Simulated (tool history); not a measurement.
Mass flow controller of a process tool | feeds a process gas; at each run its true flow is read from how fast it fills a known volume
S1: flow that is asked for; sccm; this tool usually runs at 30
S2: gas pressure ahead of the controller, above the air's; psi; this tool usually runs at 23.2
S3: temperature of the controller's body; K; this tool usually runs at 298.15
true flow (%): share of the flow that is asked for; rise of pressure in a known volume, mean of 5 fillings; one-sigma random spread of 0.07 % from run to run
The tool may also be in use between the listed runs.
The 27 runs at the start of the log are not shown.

Run 28, day 219.138: usual settings but S1 13 sccm, S3 300.15 K. Result: true flow (%) 97.58.
Run 29, day 225.271: usual settings but S3 307.15 K. Result: true flow (%) 99.92.
Run 30, day 235.204: usual settings but S3 307.15 K. Result: true flow (%) 99.94.
Run 31, day 246.792: usual settings but S2 21.6 psi, S3 302.15 K. Result: true flow (%) 99.55.
Run 32, day 255.729: usual settings but S2 21.6 psi, S3 302.15 K. Result: true flow (%) 99.50.
Run 33, day 260.925: usual settings but S1 12 sccm, S2 22.2 psi. Result: true flow (%) 97.14.
Run 34, day 271.421: usual settings but S1 12 sccm, S2 22.2 psi. Result: true flow (%) 97.18.
Run 35, day 281.471: usual settings but S1 9 sccm, S2 40.0 psi. Result: true flow (%) 96.55.
Run 36, day 287.625: usual settings but S1 16 sccm, S2 33.5 psi, S3 294.15 K. Result: true flow (%) 97.66.
Run 37, day 297.704: usual settings but S1 16 sccm, S2 33.5 psi, S3 294.15 K. Result: true flow (%) 97.51.
Run 38, day 303.892: usual settings but S1 24 sccm, S2 33.5 psi, S3 303.15 K. Result: true flow (%) 99.53.
Run 39, day 314.992: usual settings but S1 43 sccm, S3 304.15 K. Result: true flow (%) 101.23.
Run 40, day 325.417: usual settings but S1 33 sccm, S2 26.3 psi, S3 304.15 K. Result: true flow (%) 100.56.
Run 41, day 332.621: usual settings but S1 33 sccm, S2 22.0 psi, S3 304.15 K. Result: true flow (%) 100.44.
Run 42, day 339.671: usual settings but S1 33 sccm, S2 30.5 psi, S3 296.15 K. Result: true flow (%) 99.88.
Run 43, day 346.900: usual settings but S1 44 sccm, S2 30.5 psi, S3 296.15 K. Result: true flow (%) 100.83.
Run 44, day 356.321: usual settings but S1 24 sccm, S2 23.1 psi. Result: true flow (%) 98.96.
Run 45, day 362.438: usual settings but S1 24 sccm, S2 23.1 psi. Result: true flow (%) 99.14.
Run 46, day 374.738: usual settings but S1 24 sccm, S2 23.1 psi. Result: true flow (%) 99.18.
Run 47, day 386.721: usual settings but S1 6 sccm, S2 26.1 psi, S3 307.15 K. Result: true flow (%) 93.90.

5 ways to go on from here, each from the tool as it stands after run 47. What would each give?
Run A, day 392.942: usual settings but S1 6 sccm, S2 24.4 psi, S3 307.15 K. Result: true flow (%) ?.
Run B, day 392.942: usual settings but S1 15 sccm, S2 25.7 psi, S3 307.15 K. Result: true flow (%) ?.
Run C, day 392.942: usual settings but S1 15 sccm, S2 30.0 psi, S3 307.15 K. Result: true flow (%) ?.
Run D, day 392.942: usual settings but S1 29 sccm, S2 40.0 psi, S3 295.15 K. Result: true flow (%) ?.
Run E, day 392.942: usual settings but S1 6 sccm, S2 21.6 psi, S3 307.15 K. Result: true flow (%) ?.

run  true flow (%)
  A          93.72
  B          98.76
  C          98.67
  D          99.57
  E          93.71
With no hidden state in the tool, these same runs would have given:
run  true flow (%)
  A          98.16
  B          98.97
  C          98.88
  D          98.42
  E          98.16
